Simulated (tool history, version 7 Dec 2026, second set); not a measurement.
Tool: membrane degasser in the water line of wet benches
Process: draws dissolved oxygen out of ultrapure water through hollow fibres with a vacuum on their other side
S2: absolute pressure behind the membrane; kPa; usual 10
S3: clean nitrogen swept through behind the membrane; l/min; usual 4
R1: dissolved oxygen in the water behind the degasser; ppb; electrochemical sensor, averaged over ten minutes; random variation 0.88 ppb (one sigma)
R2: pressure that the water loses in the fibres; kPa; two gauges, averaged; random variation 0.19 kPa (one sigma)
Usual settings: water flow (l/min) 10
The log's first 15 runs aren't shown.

{"run": 16, "hour": 1354.0, "water flow (l/min)": 10, "S2": 16.6, "S3": 4, "R1": 130.1, "R2": 37.1}
{"run": 17, "hour": 1461.7, "water flow (l/min)": 10, "S2": 10, "S3": 3.12, "R1": 100.9, "R2": 37.32}
{"run": 18, "hour": 1521.8, "water flow (l/min)": 10, "S2": 10, "S3": 3.12, "R1": 101, "R2": 37.32}
{"run": 19, "hour": 1643.9, "water flow (l/min)": 12, "S2": 19.4, "S3": 2.15, "R1": 310.8, "R2": 44.6}
{"run": 20, "hour": 1747.9, "water flow (l/min)": 10, "S2": 14.5, "S3": 3.07, "R1": 140.5, "R2": 37.15}
{"run": 21, "hour": 1815.0, "water flow (l/min)": 10, "S2": 14.5, "S3": 3.07, "R1": 140.7, "R2": 37.23}
{"run": 22, "hour": 1911.5, "water flow (l/min)": 10, "S2": 14.5, "S3": 3.07, "R1": 135.5, "R2": 37.27}
{"run": 23, "hour": 1969.9, "water flow (l/min)": 10, "S2": 14.5, "S3": 3.07, "R1": 138.4, "R2": 37.42}
{"run": 24, "hour": 2028.5, "water flow (l/min)": 10, "S2": 14.5, "S3": 3.07, "R1": 139, "R2": 37.38}
{"run": 25, "hour": 2090.1, "water flow (l/min)": 10, "S2": 22.8, "S3": 6.01, "R1": 128, "R2": 37.3}
{"run": 26, "hour": 2157.0, "water flow (l/min)": 10, "S2": 22.8, "S3": 6.01, "R1": 130.2, "R2": 37.16}
{"run": 27, "hour": 2219.9, "water flow (l/min)": 8, "S2": 18.4, "S3": 6.01, "R1": 70.1, "R2": 29.72}
{"run": 28, "hour": 2317.3, "water flow (l/min)": 8, "S2": 18.4, "S3": 6.01, "R1": 69.5, "R2": 29.91}
{"run": 29, "hour": 2440.9, "water flow (l/min)": 8, "S2": 18.4, "S3": 6.01, "R1": 71.6, "R2": 29.94}
{"run": 30, "hour": 2561.7, "water flow (l/min)": 8, "S2": 18.4, "S3": 6.01, "R1": 70, "R2": 29.67}

Run 31 comes next. What will it give?
{"run": 31, "hour": 2628.0, "water flow (l/min)": 10, "S2": 10, "S3": 1.89, "R1": "?", "R2": "?"}

{"run 31": {"R1": 136.6, "R2": 36.98}}
Without the tool's hidden state the same run would have given R1 126.7 ppb, R2 35.89 kPa.

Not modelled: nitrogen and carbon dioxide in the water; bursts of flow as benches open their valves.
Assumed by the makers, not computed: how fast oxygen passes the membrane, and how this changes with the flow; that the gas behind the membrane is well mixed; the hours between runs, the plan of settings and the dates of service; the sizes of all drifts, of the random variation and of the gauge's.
